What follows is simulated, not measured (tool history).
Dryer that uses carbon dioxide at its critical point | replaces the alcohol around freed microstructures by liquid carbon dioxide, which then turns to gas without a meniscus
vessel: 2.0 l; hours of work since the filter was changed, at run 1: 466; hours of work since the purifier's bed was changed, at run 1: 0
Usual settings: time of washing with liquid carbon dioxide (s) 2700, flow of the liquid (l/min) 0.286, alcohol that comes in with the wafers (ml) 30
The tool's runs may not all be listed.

| run | day | time of washing with liquid carbon dioxide (s) | flow of the liquid (l/min) | alcohol that comes in with the wafers (ml) | hours of work since the filter was changed | hours of work since the purifier's bed was changed | alcohol left in the vessel before it's heated (ppm by volume) |
|---|---|---|---|---|---|---|---|
| 1 | 0 | 2700 | 0.286 | 30 | 466 | 0 | 83 |
| 2 | 0.596 | 2700 | 0.286 | 30 | 478 | 11 | 91 |
| 3 | 1.362 | 2700 | 0.286 | 30 | 492 | 26 | 100 |
|  | 1.788 | inlet filter changed |
| 4 | 2.262 | 1680 | 0.286 | 30 | 9 | 42 | 365 |
| 5 | 3.654 | 2700 | 0.286 | 30 | 35 | 68 | 59 |
| 6 | 4.633 | 2700 | 0.198 | 30 | 54 | 87 | 253 |
| 7 | 5.979 | 2700 | 0.198 | 30 | 79 | 113 | 277 |
| 8 | 7.388 | 2700 | 0.198 | 30 | 106 | 139 | 304 |
| 9 | 8.142 | 2700 | 0.198 | 30 | 120 | 153 | 292 |
| 10 | 8.933 | 2700 | 0.198 | 30 | 135 | 168 | 321 |
| 11 | 9.9 | 2700 | 0.198 | 30 | 154 | 187 | 330 |
| 12 | 10.9 | 2700 | 0.274 | 30 | 173 | 206 | 138 |
| 13 | 12.258 | 2700 | 0.274 | 30 | 198 | 231 | 148 |
| 14 | 12.921 | 2700 | 0.274 | 30 | 211 | 244 | 153 |
| 15 | 13.746 | 2760 | 0.286 | 30 | 227 | 260 | 145 |
| 16 | 15.1 | 2760 | 0.286 | 30 | 252 | 285 | 154 |
| 17 | 16.221 | 2760 | 0.286 | 30 | 273 | 307 | 161 |
| 18 | 17.021 | 2760 | 0.286 | 30 | 289 | 322 | 168 |
| 19 | 18.354 | 2700 | 0.286 | 30 | 314 | 347 | 182 |
| 20 | 19.154 | 2700 | 0.286 | 30 | 329 | 362 | 192 |
| 21 | 19.912 | 2700 | 0.286 | 82 | 343 | 377 | 311 |
| 22 | 21.108 | 2700 | 0.286 | 82 | 366 | 399 | 330 |
| 23 | 22.196 | 2700 | 0.286 | 82 | 387 | 420 | 326 |
| 24 | 23.529 | 2700 | 0.286 | 82 | 412 | 445 | 355 |
| 25 | 24.554 | 2700 | 0.286 | 82 | 431 | 465 | 360 |
| 26 | 25.321 | 2700 | 0.286 | 82 | 446 | 479 | 374 |
| 27 | 26.079 | 2700 | 0.286 | 82 | 460 | 493 | 386 |
| 28 | 27 | 2580 | 0.254 | 28 | 478 | 511 | 332 |
| 29 | 28.05 | 2580 | 0.338 | 28 | 498 | 531 | 227 |
|  | 28.179 | inlet filter changed |
| 30 | 29.142 | 2580 | 0.439 | 58 | 18 | 551 | 200 |
| 31 | 29.754 | 2580 | 0.439 | 58 | 30 | 562 | 218 |
| 32 | 30.658 | 1740 | 0.208 | 37 | 47 | 579 | 1306 |
| 33 | 31.783 | 1740 | 0.208 | 37 | 68 | 601 | 1298 |
| 34 | 32.358 | 1740 | 0.208 | 37 | 79 | 612 | 1362 |
| 35 | 33.696 | 2400 | 0.286 | 30 | 105 | 637 | 315 |
| 36 | 34.588 | 2400 | 0.286 | 30 | 121 | 654 | 321 |
| 37 | 35.646 | 2400 | 0.286 | 30 | 141 | 674 | 321 |
| 38 | 36.996 | 2400 | 0.387 | 40 | 167 | 700 | 274 |
| 39 | 37.821 | 1920 | 0.286 | 31 | 183 | 715 | 512 |
|  | 39.2 | purifier's bed changed |
| 40 | 39.25 | 1920 | 0.286 | 31 | 207 | 1 | 256 |
| 41 | 40.142 | 2700 | 0.29 | 30 | 224 | 18 | 54 |
| 42 | 41.283 | 2700 | 0.29 | 30 | 246 | 40 | 67 |
| 43 | 42.121 | 3420 | 0.416 | 87 | 262 | 55 | 22 |
| 44 | 43.038 | 3420 | 0.416 | 87 | 279 | 73 | 32 |
| 45 | 44.008 | 2700 | 0.268 | 44 | 298 | 91 | 157 |
| 46 | 45.371 | 2700 | 0.268 | 95 | 323 | 117 | 311 |
| 47 | 46.2 | 2700 | 0.287 | 30 | 339 | 133 | 109 |
| 48 | 47.242 | 2700 | 0.287 | 30 | 359 | 152 | 122 |

Some steps in alcohol left in the vessel before it's heated (ppm by volume) between neighbouring runs. How much of each would the tool show without its hidden state too (settings, what came in, random variation), and how much is left for the hidden state, with any gauge scatter that isn't in both results?
The hidden state here: flow that reaches the vessel past the clogged filter, %; alcohol in the recycled carbon dioxide, ppm; drift of the gauge itself on alcohol_ppm, %.
Run 4 -> 5: time of washing with liquid carbon dioxide (s) 1680 -> 2700. alcohol left in the vessel before it's heated (ppm by volume) -306: hidden state +6, all else -312.
Run 31 -> 32: time of washing with liquid carbon dioxide (s) 2580 -> 1740, flow of the liquid (l/min) 0.439 -> 0.208, alcohol that comes in with the wafers (ml) 58 -> 37. alcohol left in the vessel before it's heated (ppm by volume) +1088: hidden state +48, all else +1040.
Run 34 -> 35: time of washing with liquid carbon dioxide (s) 1740 -> 2400, flow of the liquid (l/min) 0.208 -> 0.286, alcohol that comes in with the wafers (ml) 37 -> 30. alcohol left in the vessel before it's heated (ppm by volume) -1047: hidden state -56, all else -991.
Run 39 -> 40: purifier's bed changed. alcohol left in the vessel before it's heated (ppm by volume) -256: hidden state -248, all else -8.
Run 45 -> 46: alcohol that comes in with the wafers (ml) 44 -> 95. alcohol left in the vessel before it's heated (ppm by volume) +154: hidden state +74, all else +80.
Run 46 -> 47: flow of the liquid (l/min) 0.268 -> 0.287, alcohol that comes in with the wafers (ml) 95 -> 30. alcohol left in the vessel before it's heated (ppm by volume) -202: hidden state -78, all else -124.
